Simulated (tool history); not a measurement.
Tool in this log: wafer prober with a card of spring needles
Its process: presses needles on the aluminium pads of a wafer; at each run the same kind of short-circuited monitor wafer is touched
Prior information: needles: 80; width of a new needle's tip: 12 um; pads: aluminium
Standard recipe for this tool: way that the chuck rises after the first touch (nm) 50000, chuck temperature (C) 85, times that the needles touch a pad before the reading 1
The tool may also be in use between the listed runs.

| run | day | way that the chuck rises after the first touch (nm) | chuck temperature (C) | times that the needles touch a pad before the reading | resistance of one needle with its contact and lead (mohm) | way that a needle slides on the pad (nm) |
|---|---|---|---|---|---|---|
| 1 | 0.000 | 50000 | 85 | 1 | 283 | 7220 |
|  | 0.417 | tips cleaned on abrasive film |
|  | 1.442 | tips cleaned on abrasive film |
| 2 | 1.471 | 50000 | 85 | 2 | 241 | 7220 |
|  | 2.400 | tips cleaned on abrasive film |
| 3 | 2.904 | 50000 | 85 | 1 | 281 | 7190 |
|  | 3.346 | tips cleaned on abrasive film |
|  | 4.375 | tips cleaned on abrasive film |
| 4 | 4.600 | 50000 | 85 | 1 | 265 | 7190 |
|  | 5.292 | tips cleaned on abrasive film |
|  | 6.258 | tips cleaned on abrasive film |
| 5 | 6.308 | 50000 | 121 | 1 | 257 | 7190 |
|  | 7.188 | tips cleaned on abrasive film |
| 6 | 7.458 | 50000 | 121 | 1 | 276 | 7160 |
|  | 8.150 | tips cleaned on abrasive film |
| 7 | 8.504 | 34000 | 85 | 1 | 313 | 4870 |
|  | 9.179 | tips cleaned on abrasive film |
| 8 | 10.029 | 34000 | 85 | 1 | 349 | 4820 |
|  | 10.188 | tips cleaned on abrasive film |
|  | 11.104 | tips cleaned on abrasive film |
| 9 | 11.717 | 34000 | 85 | 1 | 335 | 4830 |
|  | 12.088 | tips cleaned on abrasive film |
| 10 | 12.517 | 34000 | 85 | 1 | 326 | 4830 |
|  | 13.125 | tips cleaned on abrasive film |
|  | 14.104 | tips cleaned on abrasive film |
| 11 | 14.112 | 34000 | 85 | 1 | 249 | 4820 |
|  | 15.038 | tips cleaned on abrasive film |
| 12 | 15.604 | 35000 | 85 | 1 | 333 | 4970 |
|  | 16.017 | tips cleaned on abrasive film |
|  | 16.979 | tips cleaned on abrasive film |
| 13 | 16.979 | 35000 | 85 | 1 | 252 | 4930 |
|  | 17.988 | tips cleaned on abrasive film |
| 14 | 18.446 | 50000 | 38 | 1 | 272 | 7080 |
|  | 18.992 | tips cleaned on abrasive film |
| 15 | 19.254 | 50000 | 38 | 1 | 260 | 7130 |
|  | 19.929 | tips cleaned on abrasive film |
| 16 | 20.721 | 45000 | 85 | 1 | 301 | 6360 |
|  | 20.917 | tips cleaned on abrasive film |
|  | 21.850 | tips cleaned on abrasive film |
| 17 | 22.146 | 45000 | 85 | 1 | 281 | 6360 |
|  | 22.804 | tips cleaned on abrasive film |
| 18 | 23.171 | 42000 | 71 | 1 | 293 | 5920 |
|  | 23.746 | tips cleaned on abrasive film |
| 19 | 23.954 | 61000 | 100 | 3 | 247 | 8640 |
|  | 24.733 | tips cleaned on abrasive film |
| 20 | 25.421 | 57000 | 51 | 1 | 276 | 8090 |
|  | 25.658 | tips cleaned on abrasive film |
|  | 26.608 | tips cleaned on abrasive film |
| 21 | 27.138 | 50000 | 108 | 1 | 293 | 7050 |
|  | 27.475 | height of the first contact set anew |
|  | 27.550 | tips cleaned on abrasive film |
|  | 28.492 | tips cleaned on abrasive film |
| 22 | 28.567 | 50000 | 108 | 1 | 253 | 7210 |
|  | 29.475 | tips cleaned on abrasive film |
| 23 | 29.521 | 50000 | 108 | 1 | 252 | 7230 |
|  | 30.458 | tips cleaned on abrasive film |
| 24 | 30.458 | 33000 | 85 | 1 | 247 | 4760 |
|  | 31.442 | tips cleaned on abrasive film |
| 25 | 32.154 | 33000 | 85 | 1 | 349 | 4750 |
|  | 32.412 | tips cleaned on abrasive film |
|  | 33.421 | tips cleaned on abrasive film |
| 26 | 33.696 | 33000 | 85 | 1 | 313 | 4720 |
|  | 34.425 | tips cleaned on abrasive film |
| 27 | 34.742 | 50000 | 85 | 1 | 278 | 7180 |
|  | 35.408 | tips cleaned on abrasive film |
| 28 | 35.921 | 50000 | 85 | 1 | 281 | 7180 |
|  | 36.412 | tips cleaned on abrasive film |
| 29 | 37.158 | 52000 | 68 | 2 | 265 | 7480 |
|  | 37.417 | tips cleaned on abrasive film |
|  | 38.458 | tips cleaned on abrasive film |
| 30 | 38.546 | 46000 | 46 | 1 | 251 | 6600 |
|  | 39.450 | tips cleaned on abrasive film |
| 31 | 40.092 | 46000 | 46 | 1 | 294 | 6580 |

Here are 5 independent what-if runs from the current tool condition. What would each one return?
|  | 40.375 | tips cleaned on abrasive film |
| A | 41.221 | 52000 | 71 | 1 | ? | ? |
|  | 40.375 | tips cleaned on abrasive film |
| B | 41.221 | 46000 | 47 | 2 | ? | ? |
|  | 40.375 | tips cleaned on abrasive film |
| C | 41.221 | 38000 | 46 | 1 | ? | ? |
|  | 40.375 | tips cleaned on abrasive film |
| D | 41.221 | 46000 | 29 | 3 | ? | ? |
|  | 40.375 | tips cleaned on abrasive film |
| E | 41.221 | 65000 | 85 | 1 | ? | ? |

| run | resistance of one needle with its contact and lead (mohm) | way that a needle slides on the pad (nm) |
|---|---|---|
| A | 287 | 7450 |
| B | 272 | 6560 |
| C | 329 | 5430 |
| D | 248 | 6540 |
| E | 277 | 9300 |
Had the tool no hidden state, the same runs would have come out as:
| run | resistance of one needle with its contact and lead (mohm) | way that a needle slides on the pad (nm) |
|---|---|---|
| A | 232 | 7530 |
| B | 229 | 6640 |
| C | 230 | 5510 |
| D | 221 | 6620 |
| E | 232 | 9380 |

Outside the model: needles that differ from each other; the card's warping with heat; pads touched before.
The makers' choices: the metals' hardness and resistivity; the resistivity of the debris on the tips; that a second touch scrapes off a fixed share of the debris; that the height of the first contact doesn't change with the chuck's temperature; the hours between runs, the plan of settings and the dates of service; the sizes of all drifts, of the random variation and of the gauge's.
